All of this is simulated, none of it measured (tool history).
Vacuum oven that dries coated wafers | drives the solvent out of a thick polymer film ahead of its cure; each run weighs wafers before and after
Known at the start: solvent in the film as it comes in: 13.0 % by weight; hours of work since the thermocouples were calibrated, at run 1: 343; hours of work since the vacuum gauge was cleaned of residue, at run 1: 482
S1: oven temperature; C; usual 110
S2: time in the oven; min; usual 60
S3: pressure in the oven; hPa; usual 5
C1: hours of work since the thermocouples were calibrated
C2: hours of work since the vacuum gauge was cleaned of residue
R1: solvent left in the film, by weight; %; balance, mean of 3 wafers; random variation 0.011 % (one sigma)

run,hour,S1,S2,S3,C1,C2,R1
1,0,110,60,5,343,482,1.05
2,15.3,110,60,5,354,493,1.05
3,30,110,60,5,364,503,1.03
4,41,105,60,5,372,511,1.69
5,56.6,110,57,5,383,522,1.12
6,70.2,110,57,5,393,532,1.09
7,81.8,110,57,5,401,540,1.12
8,90.9,110,57,5,407,546,1.12
9,104.4,110,57,5,416,556,1.11
10,119.2,110,57,5,427,566,1.09
11,132.8,110,57,5,436,575,1.14
12,139.7,110,60,5,441,580,1.04
13,155.1,110,60,5,452,591,1.02
14,168.5,110,60,5,461,600,1.04
15,178.4,110,60,5,468,607,1.04
16,188.6,110,60,5,475,615,1.06
17,200.7,110,60,5,484,623,1.05
18,208.2,110,60,5,489,628,1.04
19,223.6,110,60,5,500,639,1.04
20,238.3,110,60,10.24,510,649,1.62
21,254.1,109,60,5,521,660,1.14
22,262.5,110,60,5,527,666,1.02
23,277.2,110,60,5,538,677,1.03
# hour 279.7: vacuum gauge cleaned of residue and calibrated
24,293.3,110,60,5.77,548,10,1.15
25,302.6,110,60,5.77,554,16,1.15
26,312.8,110,60,5.77,561,23,1.16
27,323.5,111,60,6.69,569,31,1.16
28,336.6,118,44,16.32,578,40,1.7
29,351.2,105,82,3.33,588,50,0.97
30,361.6,110,65,3.75,596,57,0.84
# hour 366.1: vacuum gauge cleaned of residue and calibrated, once more
31,370.6,97,32,3.75,601,3,5.25
32,380.5,111,60,17,608,10,2.15
33,390.8,118,63,17,615,17,1.52
34,399.5,118,63,15.95,621,23,1.41
35,414.5,106,63,3.32,632,34,1.13
36,425.5,122,63,15.51,639,42,1.2
37,434,122,63,15.51,645,48,1.18
38,443,110,54,5,652,54,1.1
39,458.2,110,44,10.6,662,65,2.06
40,466.4,110,44,10.6,668,70,2.04
41,482.2,124,69,5.51,679,81,0.39
42,492.5,99,73,5.51,686,89,2.2
43,500.3,99,73,5.51,692,94,2.17
44,509.9,99,73,5.51,698,101,2.21
45,518.5,99,73,3.62,704,107,1.91
46,534.6,105,77,9.62,716,118,1.7
47,543,105,77,9.62,722,124,1.71

Some steps in R1 between neighbouring runs. How much of each would the tool show without its hidden state too (settings, what came in, random variation), and how much is left for the hidden state, with any gauge scatter that isn't in both results?
The hidden state here: true wafer temperature over the reading, C; true pressure over the reading, kPa; drift of the gauge itself on solvent_pct, %.
Run 30 -> 31: S1 110 -> 97, S2 65 -> 32, vacuum gauge cleaned of residue and calibrated, once more. R1 +4.41 %: hidden state -0.27, all else +4.68.
Run 31 -> 32: S1 97 -> 111, S2 32 -> 60, S3 3.75 -> 17. R1 -3.1 %: hidden state +0.1, all else -3.2.
Run 40 -> 41: S1 110 -> 124, S2 44 -> 69, S3 10.6 -> 5.51. R1 -1.65 %: hidden state +0.16, all else -1.81.
Run 41 -> 42: S1 124 -> 99, S2 69 -> 73. R1 +1.81 %: hidden state -0.19, all else +2.

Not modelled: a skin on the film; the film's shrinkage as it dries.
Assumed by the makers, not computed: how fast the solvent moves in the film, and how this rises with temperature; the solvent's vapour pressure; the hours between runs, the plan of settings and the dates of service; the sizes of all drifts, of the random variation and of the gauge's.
